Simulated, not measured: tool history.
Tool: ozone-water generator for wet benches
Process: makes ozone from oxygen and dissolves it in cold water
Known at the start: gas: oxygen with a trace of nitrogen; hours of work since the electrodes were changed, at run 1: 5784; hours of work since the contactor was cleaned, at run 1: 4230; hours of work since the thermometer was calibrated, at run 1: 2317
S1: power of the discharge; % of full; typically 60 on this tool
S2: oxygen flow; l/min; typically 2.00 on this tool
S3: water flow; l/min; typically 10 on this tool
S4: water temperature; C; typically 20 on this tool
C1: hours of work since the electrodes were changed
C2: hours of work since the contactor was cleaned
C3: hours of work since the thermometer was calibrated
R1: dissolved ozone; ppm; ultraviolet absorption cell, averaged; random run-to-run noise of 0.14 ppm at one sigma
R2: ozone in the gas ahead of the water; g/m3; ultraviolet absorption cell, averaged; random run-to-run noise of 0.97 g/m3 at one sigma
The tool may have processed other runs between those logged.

{"run": 1, "hour": 0.0, "S1": 60, "S2": 2.0, "S3": 10, "S4": 20, "C1": 5784, "C2": 4230, "C3": 2317, "R1": 13.6, "R2": 138.0}
{"run": 2, "hour": 108.4, "S1": 60, "S2": 2.0, "S3": 10, "S4": 20, "C1": 5879, "C2": 4325, "C3": 2412, "R1": 13.5, "R2": 137.4}
{"run": 3, "hour": 239.3, "S1": 60, "S2": 2.0, "S3": 11, "S4": 20, "C1": 5994, "C2": 4440, "C3": 2527, "R1": 12.5, "R2": 136.4}
{"run": 4, "hour": 314.3, "S1": 60, "S2": 2.0, "S3": 10, "S4": 20, "C1": 6060, "C2": 4506, "C3": 2593, "R1": 13.4, "R2": 136.5}
{"run": 5, "hour": 452.5, "S1": 60, "S2": 2.0, "S3": 10, "S4": 20, "C1": 6182, "C2": 4627, "C3": 2714, "R1": 13.3, "R2": 136.4}
{"run": 6, "hour": 604.7, "S1": 52, "S2": 2.68, "S3": 9, "S4": 20, "C1": 6315, "C2": 4761, "C3": 2848, "R1": 13.4, "R2": 107.5}
{"hour": 613.9, "done": "water thermometer calibrated"}
{"run": 7, "hour": 731.2, "S1": 52, "S2": 2.68, "S3": 9, "S4": 20, "C1": 6426, "C2": 4872, "C3": 103, "R1": 13.3, "R2": 107.7}
{"hour": 829.3, "done": "contactor cleaned"}
{"run": 8, "hour": 892.5, "S1": 52, "S2": 2.68, "S3": 9, "S4": 20, "C1": 6564, "C2": 56, "C3": 241, "R1": 13.8, "R2": 106.4}
{"run": 9, "hour": 972.9, "S1": 66, "S2": 2.68, "S3": 12, "S4": 16, "C1": 6635, "C2": 126, "C3": 312, "R1": 13.8, "R2": 124.7}
{"run": 10, "hour": 1100.0, "S1": 66, "S2": 2.68, "S3": 12, "S4": 16, "C1": 6747, "C2": 238, "C3": 424, "R1": 13.6, "R2": 123.5}

How the hidden state differs across the entries between the runs, from the last listed run before each to the first after it:
In the gap between runs 6 and 7: water thermometer calibrated (hour 613.9)
  yield of the discharge, % of new electrodes': 79.9 -> 79.5; contactor's efficiency, % of a clean one's: 88.4 -> 88.2; true water temperature over the reading, C: 0.21 -> 0.25
  measured result minus the result with no hidden state, R1: -3.2 -> -3.3 ppm; R2: -20.3 -> -20.9 g/m3
In the gap between runs 7 and 8: contactor cleaned (hour 829.3)
  yield of the discharge, % of new electrodes': 79.5 -> 79.1; contactor's efficiency, % of a clean one's: 88.2 -> 99.6; true water temperature over the reading, C: 0.25 -> 0.26
  measured result minus the result with no hidden state, R1: -3.3 -> -2.9 ppm; R2: -20.9 -> -21.4 g/m3
